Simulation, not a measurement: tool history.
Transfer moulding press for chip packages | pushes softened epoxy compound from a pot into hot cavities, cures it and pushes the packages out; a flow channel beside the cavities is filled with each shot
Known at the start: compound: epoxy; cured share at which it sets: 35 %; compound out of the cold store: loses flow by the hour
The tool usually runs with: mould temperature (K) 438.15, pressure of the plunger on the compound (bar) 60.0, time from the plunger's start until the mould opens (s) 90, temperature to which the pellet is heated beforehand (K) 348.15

| run | day | mould temperature (K) | pressure of the plunger on the compound (bar) | time from the plunger's start until the mould opens (s) | temperature to which the pellet is heated beforehand (K) | incoming compound's hours out of the cold store | length that the compound runs in the flow channel (mm) | greatest force on the pins that push the packages out (N) |
|---|---|---|---|---|---|---|---|---|
| 1 | 0.000 | 438.15 | 60.0 | 90 | 348.15 | 42.2 | 509 | 656 |
|  | 0.400 | cavities cleaned with cleaning compound and waxed |
|  | 0.667 | mould's thermocouples calibrated |
| 2 | 1.071 | 438.15 | 60.0 | 90 | 348.15 | 29.5 | 524 | 533 |
| 3 | 1.638 | 441.15 | 60.0 | 90 | 348.15 | 15.8 | 533 | 525 |
| 4 | 2.096 | 441.15 | 60.0 | 90 | 348.15 | 41.7 | 498 | 529 |
| 5 | 2.896 | 432.15 | 60.0 | 90 | 348.15 | 31.4 | 526 | 1006 |
|  | 3.229 | cavities cleaned with cleaning compound and waxed |
| 6 | 3.546 | 432.15 | 49.6 | 90 | 348.15 | 44.3 | 465 | 724 |
| 7 | 4.592 | 432.15 | 49.6 | 90 | 348.15 | 25.0 | 484 | 932 |
| 8 | 5.246 | 432.15 | 49.6 | 90 | 348.15 | 17.5 | 497 | 1021 |
|  | 5.954 | cavities cleaned with cleaning compound and waxed |
| 9 | 6.033 | 439.15 | 60.0 | 90 | 348.15 | 28.1 | 516 | 422 |
| 10 | 6.962 | 438.15 | 60.0 | 90 | 348.15 | 23.3 | 521 | 571 |
| 11 | 7.458 | 438.15 | 60.0 | 90 | 348.15 | 25.6 | 521 | 605 |
| 12 | 7.979 | 438.15 | 60.0 | 90 | 348.15 | 39.2 | 500 | 640 |
|  | 8.642 | cavities cleaned with cleaning compound and waxed |
| 13 | 8.925 | 438.15 | 60.0 | 90 | 348.15 | 32.7 | 508 | 483 |
|  | 9.804 | plunger's sealing rings changed |
| 14 | 10.146 | 438.15 | 48.4 | 90 | 348.15 | 35.6 | 464 | 624 |
| 15 | 10.896 | 438.15 | 48.4 | 90 | 348.15 | 46.5 | 451 | 657 |
|  | 11.496 | cavities cleaned with cleaning compound and waxed |
| 16 | 11.567 | 438.15 | 49.3 | 105 | 348.15 | 25.3 | 482 | 385 |
| 17 | 12.446 | 446.15 | 49.3 | 94 | 354.15 | 9.9 | 487 | 432 |
| 18 | 13.317 | 432.15 | 53.7 | 100 | 348.15 | 10.9 | 526 | 816 |
|  | 14.200 | cavities cleaned with cleaning compound and waxed |
| 19 | 14.238 | 439.15 | 53.7 | 100 | 348.15 | 26.0 | 497 | 366 |
| 20 | 15.062 | 439.15 | 72.0 | 77 | 356.15 | 46.8 | 547 | 686 |

Run 21 comes next. What will it give?
| 21 | 16.038 | 438.15 | 46.5 | 90 | 343.15 | 28.1 | ? | ? |

length that the compound runs in the flow channel (mm): 457
greatest force on the pins that push the packages out (N): 667
Had the tool carried no hidden state, the very same run would have given length that the compound runs in the flow channel (mm) 463, greatest force on the pins that push the packages out (N) 431.
